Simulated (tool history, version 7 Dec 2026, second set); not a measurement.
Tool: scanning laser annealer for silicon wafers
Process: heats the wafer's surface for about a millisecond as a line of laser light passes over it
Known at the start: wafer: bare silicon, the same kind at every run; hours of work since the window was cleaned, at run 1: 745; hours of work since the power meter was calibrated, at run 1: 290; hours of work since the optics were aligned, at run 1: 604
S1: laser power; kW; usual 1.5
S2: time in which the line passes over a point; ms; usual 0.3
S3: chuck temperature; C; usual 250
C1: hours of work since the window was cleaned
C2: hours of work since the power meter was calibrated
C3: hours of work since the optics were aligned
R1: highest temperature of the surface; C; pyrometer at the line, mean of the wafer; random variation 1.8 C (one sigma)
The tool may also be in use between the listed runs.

| run | hour | S1 | S2 | S3 | C1 | C2 | C3 | R1 |
|---|---|---|---|---|---|---|---|---|
| 1 | 0 | 1.5 | 0.3 | 250 | 745 | 290 | 604 | 974 |
| 2 | 11.6 | 1.5 | 0.3 | 250 | 752 | 296 | 610 | 980 |
| 3 | 22.7 | 1.5 | 0.3 | 250 | 758 | 302 | 616 | 974 |
| 4 | 29.4 | 1.5 | 0.3 | 250 | 761 | 306 | 619 | 974 |
| 5 | 35.5 | 1.5 | 0.3 | 250 | 764 | 309 | 623 | 974 |
| 6 | 43.2 | 1.5 | 0.3 | 250 | 769 | 313 | 627 | 973 |
| 7 | 56.9 | 1.5 | 0.315 | 250 | 776 | 321 | 634 | 994 |
| 8 | 69.1 | 1.5 | 0.3 | 250 | 782 | 327 | 641 | 976 |
| 9 | 82.3 | 1.5 | 0.3 | 252 | 789 | 334 | 648 | 976 |
| 10 | 96.8 | 1.5 | 0.3 | 252 | 797 | 342 | 655 | 974 |
| 11 | 110.2 | 1.5 | 0.3 | 252 | 804 | 349 | 663 | 978 |
| 12 | 117.5 | 1.5 | 0.3 | 252 | 808 | 353 | 667 | 980 |
|  | 123.6 | optics aligned, line set to its width |
| 13 | 130.9 | 1.5 | 0.3 | 252 | 813 | 358 | 4 | 972 |
| 14 | 142.9 | 1.5 | 0.3 | 250 | 819 | 364 | 10 | 971 |
|  | 152.3 | optics aligned, line set to its width, once more |
| 15 | 157.4 | 1.286 | 0.3 | 250 | 824 | 369 | 3 | 875 |
| 16 | 167.1 | 1.286 | 0.3 | 249 | 830 | 374 | 8 | 875 |
| 17 | 181.3 | 1.286 | 0.216 | 249 | 837 | 382 | 16 | 773 |
| 18 | 191.9 | 1.286 | 0.216 | 249 | 843 | 388 | 21 | 768 |
| 19 | 203 | 1.286 | 0.216 | 249 | 849 | 394 | 27 | 769 |
| 20 | 216.3 | 1.286 | 0.216 | 249 | 856 | 401 | 34 | 766 |
| 21 | 229.6 | 1.5 | 0.213 | 259 | 863 | 408 | 41 | 860 |
| 22 | 242.9 | 1.297 | 0.3 | 256 | 870 | 415 | 49 | 886 |
| 23 | 254.6 | 1.297 | 0.3 | 256 | 876 | 421 | 55 | 884 |
| 24 | 267.5 | 1.297 | 0.339 | 256 | 883 | 428 | 62 | 929 |
| 25 | 275.9 | 1.425 | 0.318 | 266 | 888 | 433 | 66 | 982 |
| 26 | 287.6 | 1.281 | 0.318 | 278 | 894 | 439 | 72 | 917 |
| 27 | 296.3 | 1.281 | 0.318 | 278 | 899 | 444 | 77 | 919 |
| 28 | 302.8 | 1.5 | 0.215 | 287 | 902 | 447 | 81 | 893 |
|  | 306.5 | window over the wafer cleaned |
| 29 | 318.3 | 1.5 | 0.215 | 287 | 6 | 454 | 88 | 903 |
| 30 | 330.7 | 1.351 | 0.3 | 210 | 13 | 461 | 94 | 878 |
| 31 | 337.3 | 1.639 | 0.265 | 250 | 16 | 464 | 98 | 1009 |
| 32 | 348.7 | 1.456 | 0.335 | 250 | 23 | 471 | 104 | 1017 |
| 33 | 358 | 1.456 | 0.335 | 222 | 28 | 476 | 109 | 986 |
| 34 | 364.7 | 1.456 | 0.335 | 222 | 31 | 479 | 113 | 986 |
| 35 | 373.8 | 1.456 | 0.335 | 222 | 36 | 484 | 118 | 987 |
| 36 | 381 | 1.5 | 0.297 | 250 | 40 | 488 | 121 | 987 |
| 37 | 394.6 | 1.459 | 0.246 | 228 | 47 | 495 | 129 | 872 |
| 38 | 402.8 | 1.5 | 0.285 | 283 | 52 | 499 | 133 | 1004 |
| 39 | 416.2 | 1.5 | 0.285 | 283 | 59 | 507 | 140 | 1002 |
| 40 | 423.1 | 1.5 | 0.285 | 283 | 62 | 510 | 144 | 1003 |

4 ways to go on from here, each from the tool as it stands after run 40. What would each give?
| A | 435.1 | 1.5 | 0.336 | 283 | 69 | 517 | 150 | ? |
| B | 435.1 | 1.5 | 0.3 | 267 | 69 | 517 | 150 | ? |
| C | 435.1 | 1.354 | 0.253 | 250 | 69 | 517 | 150 | ? |
| D | 435.1 | 1.345 | 0.285 | 283 | 69 | 517 | 150 | ? |

| run | R1 |
|---|---|
| A | 1071 |
| B | 1009 |
| C | 858 |
| D | 930 |
Without the tool's hidden state the same runs would have given:
| run | R1 |
|---|---|
| A | 1075 |
| B | 1013 |
| C | 862 |
| D | 934 |
